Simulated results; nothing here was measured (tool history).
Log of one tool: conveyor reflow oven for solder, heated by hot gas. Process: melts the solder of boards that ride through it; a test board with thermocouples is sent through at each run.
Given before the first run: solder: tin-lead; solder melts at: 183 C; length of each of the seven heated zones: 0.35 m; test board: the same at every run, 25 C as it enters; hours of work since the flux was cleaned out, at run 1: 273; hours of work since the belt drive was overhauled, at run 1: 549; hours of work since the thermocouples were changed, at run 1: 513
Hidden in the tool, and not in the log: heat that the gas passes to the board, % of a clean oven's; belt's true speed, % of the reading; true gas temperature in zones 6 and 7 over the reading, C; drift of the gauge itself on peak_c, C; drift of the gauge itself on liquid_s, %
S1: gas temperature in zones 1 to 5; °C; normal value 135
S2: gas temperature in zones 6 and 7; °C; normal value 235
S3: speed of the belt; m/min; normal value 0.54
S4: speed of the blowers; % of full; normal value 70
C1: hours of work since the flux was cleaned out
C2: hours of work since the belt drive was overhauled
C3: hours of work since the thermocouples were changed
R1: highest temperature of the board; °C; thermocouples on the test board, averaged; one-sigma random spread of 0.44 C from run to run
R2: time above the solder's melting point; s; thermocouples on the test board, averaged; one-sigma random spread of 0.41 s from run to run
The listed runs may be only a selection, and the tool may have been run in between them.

run	hour	S1	S2	S3	S4	C1	C2	C3	R1	R2
1	0	135	235	0.54	70	273	549	513	217.8	56.9
2	8.8	135	235	0.54	70	280	556	520	217.8	56.9
3	22.1	135	235	0.54	70	290	566	530	217.4	57.2
4	31.3	135	235	0.54	70	297	573	537	217.6	57
5	45.1	135	235	0.54	70	308	584	547	217.7	56.8
6	58.5	135	235	0.54	70	318	594	557	217.1	56.6
7	70.9	135	235	0.54	70	328	603	567	217.4	57.1
# hour 80.9: flux residue cleaned out of gas plates and filters
8	86	135	235	0.54	70	4	611	575	217.6	57.2
9	99.9	135	235	0.54	70	14	622	585	217.8	57.8
10	116.2	135	235	0.54	70	27	634	598	217.1	57.8
11	124.5	135	235	0.54	70	33	641	604	216.5	57.2
# hour 137.6: flux residue cleaned out of gas plates and filters, once more
12	140.4	135	235	0.54	70	2	649	612	218.7	58.8
13	148.8	135	235	0.54	70	9	655	619	219.1	58.4
14	159	135	235	0.54	70	16	663	626	218	59.2
15	173.5	135	235	0.54	70	27	674	637	218.4	58.8
16	191	135	235	0.54	57	41	687	651	213.6	53.1
17	204.3	135	233	0.54	64	51	698	661	215.6	55.5
# hour 220.1: belt drive overhauled, speed set with a stopwatch
18	220.1	135	235	0.54	56	60	0	670	212.4	51.8
19	231.8	135	235	0.482	55	69	9	679	217.5	63.8
20	247.3	135	235	0.482	55	81	21	691	217.3	62.7
21	262.1	135	235	0.482	55	92	32	702	216.7	63.3
22	275.6	143	249	0.545	71	102	42	712	232	68.7
23	287.6	143	249	0.545	71	111	52	721	232.1	69
24	296.3	143	249	0.545	71	118	58	728	231.4	69.1
25	309.2	144	226	0.545	71	128	68	738	211.7	55.8
26	319.5	137	226	0.57	56	136	76	746	203.6	40.2
27	333.6	135	235	0.54	54	146	87	757	211.4	50.8
28	350.3	133	224	0.54	70	159	99	769	207.9	48.7
29	366.6	122	248	0.54	89	172	112	782	232.3	63.5
30	384	122	248	0.54	89	185	125	795	233.5	63.8
31	395.9	122	248	0.54	89	194	134	804	232.8	63.9
32	412.6	122	248	0.54	89	207	147	817	232.7	63.7

Selected run-to-run steps in R1, each split into two signed amounts: the part the tool would show with no hidden state at all (from settings, incoming material and random variation), and the remainder, which goes to the hidden state together with any gauge scatter not common to the measured and the hidden-state-free results:
Run 7 -> 8: flux residue cleaned out of gas plates and filters. R1 +0.2 °C: hidden state -0.2, all else +0.4.
Run 11 -> 12: flux residue cleaned out of gas plates and filters, once more. R1 +2.2 °C: hidden state +1.6, all else +0.6.
Run 17 -> 18: S2 233 -> 235, S4 64 -> 56, belt drive overhauled, speed set with a stopwatch. R1 -3.2 °C: hidden state -0.5, all else -2.7.
Run 21 -> 22: S1 135 -> 143, S2 235 -> 249, S3 0.482 -> 0.545, S4 55 -> 71. R1 +15.3 °C: hidden state -0.1, all else +15.4.
Run 24 -> 25: S1 143 -> 144, S2 249 -> 226. R1 -19.7 °C: hidden state +0.1, all else -19.8.
Run 28 -> 29: S1 133 -> 122, S2 224 -> 248, S4 70 -> 89. R1 +24.4 °C: hidden state -0.1, all else +24.5.
